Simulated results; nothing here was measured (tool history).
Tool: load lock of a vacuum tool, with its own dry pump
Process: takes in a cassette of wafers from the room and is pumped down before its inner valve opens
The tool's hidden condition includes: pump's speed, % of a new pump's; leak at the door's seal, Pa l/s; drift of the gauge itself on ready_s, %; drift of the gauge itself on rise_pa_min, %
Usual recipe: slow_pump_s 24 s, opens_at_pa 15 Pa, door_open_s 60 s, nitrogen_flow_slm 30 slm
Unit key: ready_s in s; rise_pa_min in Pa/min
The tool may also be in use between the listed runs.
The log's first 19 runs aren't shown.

run,hour,slow_pump_s,opens_at_pa,door_open_s,nitrogen_flow_slm,hours that the pump has run since its overhaul,times that the door has closed on its seal,"incoming humidity of the room's air, %",ready_s,rise_pa_min
20,1739.6,24,10,64,9,5481,13402,47.0,33.6,0.210
21,1813.9,24,10,64,9,5556,13544,44.9,33.5,0.212
22,1922.4,24,10,64,9,5664,13751,46.9,34.1,0.218
23,1991.9,19,15,84,30,5734,13884,44.2,28.7,0.202
24,2070.3,19,15,84,30,5812,14034,44.4,28.3,0.202
25,2137.9,33,15,60,30,5880,14163,45.9,41.0,0.201
26,2221.2,33,17,135,10,5963,14322,44.7,40.7,0.245
27,2309.5,33,17,135,10,6051,14491,44.2,40.8,0.243
28,2431.3,41,23,135,30,6173,14724,44.5,47.1,0.222
29,2557.8,24,21,60,30,6300,14965,43.2,32.2,0.215
30,2659.1,31,15,60,30,6401,15159,45.8,39.1,0.226
31,2771.1,31,15,60,30,6513,15373,44.2,39.3,0.221
32,2838.4,24,13,60,30,6580,15502,46.4,32.8,0.234
33,2915.3,45,13,102,30,6657,15649,44.3,51.0,0.235
34,2966.3,14,28,48,18,6708,15746,45.6,23.7,0.244
35,3037.4,14,28,48,18,6779,15882,40.8,24.0,0.234
36,3094.0,14,28,48,18,6836,15990,43.3,23.8,0.243

Consider 5 possible next runs. They are alternatives, not a sequence: every one starts from the tool as it was left by run 36. What does each give?
A,3150.4,24,15,96,37,6892,16098,46.8,?,?
B,3150.4,24,26,85,5,6892,16098,46.4,?,?
C,3150.4,16,16,60,30,6892,16098,45.5,?,?
D,3150.4,14,26,131,5,6892,16098,44.2,?,?
E,3150.4,14,28,83,20,6892,16098,44.4,?,?

run,ready_s,rise_pa_min
A,33.6,0.241
B,32.2,0.273
C,26.0,0.243
D,23.5,0.290
E,23.7,0.253
What these runs would have given with no unlogged condition in the tool:
run,ready_s,rise_pa_min
A,33.1,0.028
B,31.7,0.063
C,25.4,0.028
D,23.0,0.076
E,23.2,0.040

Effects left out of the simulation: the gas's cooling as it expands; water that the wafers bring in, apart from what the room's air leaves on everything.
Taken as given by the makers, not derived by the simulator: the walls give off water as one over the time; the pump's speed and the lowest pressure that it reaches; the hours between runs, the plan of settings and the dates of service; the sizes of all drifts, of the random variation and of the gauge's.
